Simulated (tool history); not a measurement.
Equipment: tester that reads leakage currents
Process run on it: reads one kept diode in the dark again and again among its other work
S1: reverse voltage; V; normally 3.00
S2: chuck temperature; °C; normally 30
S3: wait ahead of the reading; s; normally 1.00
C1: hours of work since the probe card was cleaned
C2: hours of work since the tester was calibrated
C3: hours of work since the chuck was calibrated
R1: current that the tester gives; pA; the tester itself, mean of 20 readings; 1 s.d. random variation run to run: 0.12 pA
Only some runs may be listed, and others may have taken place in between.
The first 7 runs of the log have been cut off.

run    hour     S1  S2    S3    C1    C2   C3      R1
  8  1343.8   3.00  30  1.00  1185   806  299   45.45
  9  1492.4   3.00  30  1.00  1256   878  370   45.89
     1529.4  -- probe card cleaned and baked
 10  1712.7   3.00  30  1.00    88   983  475   37.96
 11  1948.0  19.19  30  1.00   202  1097  589  100.25
 12  2098.2  19.19  30  1.00   275  1169  661  103.71
 13  2208.7  19.19  30  1.00   328  1222  715  107.09
 14  2420.8  19.19  30  1.00   430  1325  817  111.77
 15  2625.4  19.19  30  1.00   529  1424  916  117.93
 16  2754.6  19.19  30  1.00   591  1486  978  120.86
     2967.5  -- chuck's temperature calibrated
 17  2968.5  19.19  30  1.00   694  1588    1  112.81
 18  3154.7   3.00  30  1.00   784  1678   90   40.20
 19  3306.2   3.00  30  1.00   857  1751  164   40.93
 20  3561.9   3.00  30  1.00   980  1875  287   42.24

Estimate the outcome of run 21 from the log above:
 21  3748.4  3.00  30  1.00  1070  1965  377   ?

Run 21 measured R1 43.44 pA.
With the hidden condition absent and the run-to-run variation left alone, this run would have shown R1 35.29 pA.
